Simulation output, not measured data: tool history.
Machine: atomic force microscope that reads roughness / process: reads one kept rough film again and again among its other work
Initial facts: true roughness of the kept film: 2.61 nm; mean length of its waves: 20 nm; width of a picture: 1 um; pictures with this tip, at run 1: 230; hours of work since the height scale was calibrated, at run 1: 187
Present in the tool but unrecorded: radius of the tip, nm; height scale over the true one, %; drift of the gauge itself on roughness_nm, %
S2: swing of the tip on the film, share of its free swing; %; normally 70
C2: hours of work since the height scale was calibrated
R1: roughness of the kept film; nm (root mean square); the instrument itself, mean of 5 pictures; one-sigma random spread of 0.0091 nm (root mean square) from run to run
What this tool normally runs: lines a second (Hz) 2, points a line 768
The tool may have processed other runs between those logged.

Run 1, hour 0: usual settings; pictures with this tip 230; C2 187. Result: R1 1.757 nm (root mean square).
Run 2, hour 20.4: usual settings but points a line 586; pictures with this tip 264; C2 203. Result: R1 1.705 nm (root mean square).
Run 3, hour 43.1: usual settings but points a line 586; pictures with this tip 301; C2 221. Result: R1 1.677 nm (root mean square).
Run 4, hour 60.8: usual settings but points a line 586; pictures with this tip 330; C2 235. Result: R1 1.629 nm (root mean square).
At hour 70.3: new tip fitted.
Run 5, hour 81: usual settings but points a line 586; pictures with this tip 17; C2 251. Result: R1 2.022 nm (root mean square).
At hour 84: height scale calibrated on a step standard.
Run 6, hour 105.2: usual settings but points a line 586; pictures with this tip 55; C2 17. Result: R1 1.949 nm (root mean square).
Run 7, hour 117.7: usual settings but lines a second (Hz) 0.62, S2 62 %, points a line 690; pictures with this tip 76; C2 27. Result: R1 2.131 nm (root mean square).
Run 8, hour 139.6: usual settings but lines a second (Hz) 0.62, S2 62 %, points a line 690; pictures with this tip 112; C2 44. Result: R1 2.082 nm (root mean square).
Run 9, hour 151.1: usual settings but lines a second (Hz) 2.43, S2 61 %, points a line 626; pictures with this tip 130; C2 53. Result: R1 1.923 nm (root mean square).
Run 10, hour 170.3: usual settings but lines a second (Hz) 2.43, S2 61 %, points a line 626; pictures with this tip 162; C2 69. Result: R1 1.875 nm (root mean square).
At hour 183.8: height scale calibrated on a step standard, once more.
Run 11, hour 185.5: usual settings but lines a second (Hz) 1.05, S2 86 %, points a line 832; pictures with this tip 185; C2 1. Result: R1 1.735 nm (root mean square).

How would selected steps in R1 from run to run divide? Give the signed amount a tool lacking its hidden state would still show from settings, what came in and random variation, and the signed amount left for the hidden state, including any gauge scatter that is not in both of the compared results.
Run 4 -> 5: new tip fitted. R1 +0.393 nm (root mean square): hidden state +0.378, all else +0.015.
